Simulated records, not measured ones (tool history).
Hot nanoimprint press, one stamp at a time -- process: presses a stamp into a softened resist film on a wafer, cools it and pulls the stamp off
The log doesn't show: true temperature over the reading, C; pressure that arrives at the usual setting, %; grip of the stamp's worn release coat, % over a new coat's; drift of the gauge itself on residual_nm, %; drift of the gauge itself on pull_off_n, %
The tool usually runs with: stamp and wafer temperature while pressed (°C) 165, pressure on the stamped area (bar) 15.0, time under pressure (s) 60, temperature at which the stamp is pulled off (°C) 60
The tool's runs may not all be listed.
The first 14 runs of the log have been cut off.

run,day,stamp and wafer temperature while pressed (°C),pressure on the stamped area (bar),time under pressure (s),temperature at which the stamp is pulled off (°C),hours of work since the thermocouple was calibrated,imprints on the stamp's release coat,hours of work since the press's seals were changed,resist left under the stamp's widest pad (nm),greatest force while the stamp is pulled off (N)
15,5.938,165,15.0,60,50,414,514,290,100.4,336
16,6.250,162,22.6,60,60,417,532,293,92.3,274
17,6.725,165,15.0,31,60,422,559,298,128.6,272
18,7.038,165,15.0,31,60,425,577,301,128.2,280
# day 7.192: plate thermocouple calibrated
19,7.500,172,15.0,65,60,3,596,304,80.2,285
20,8.000,165,15.0,76,49,8,625,309,95.6,350
21,8.275,169,9.5,92,49,11,641,311,95.7,345
# day 8.858: plate thermocouple calibrated, once more
22,8.858,165,17.7,60,65,0,667,316,87.0,242
23,9.446,165,15.0,31,60,6,700,322,121.6,269
24,9.879,163,18.4,47,47,10,725,326,100.8,368
25,10.288,172,10.4,68,62,14,748,330,86.8,268
26,10.883,172,10.4,68,62,20,782,336,86.2,266
27,11.271,172,14.6,83,52,23,804,339,66.8,335
28,11.821,158,15.0,60,58,29,836,345,121.1,295
29,12.246,165,15.0,57,50,33,860,349,95.8,355
30,12.529,165,15.0,60,60,36,876,351,94.8,280

Predict each of these 3 candidate next runs independently; none follows another, all start after run 30:
A,12.942,165,10.0,60,60,40,900,355,?,?
B,12.942,164,15.0,60,60,40,900,355,?,?
C,12.942,165,13.3,60,60,40,900,355,?,?

run,resist left under the stamp's widest pad (nm),greatest force while the stamp is pulled off (N)
A,115.5,287
B,99.3,287
C,101.9,299
Take away the tool's hidden state, keep each run's random variation, and the runs would have read:
run,resist left under the stamp's widest pad (nm),greatest force while the stamp is pulled off (N)
A,115.1,226
B,98.5,225
C,101.2,235
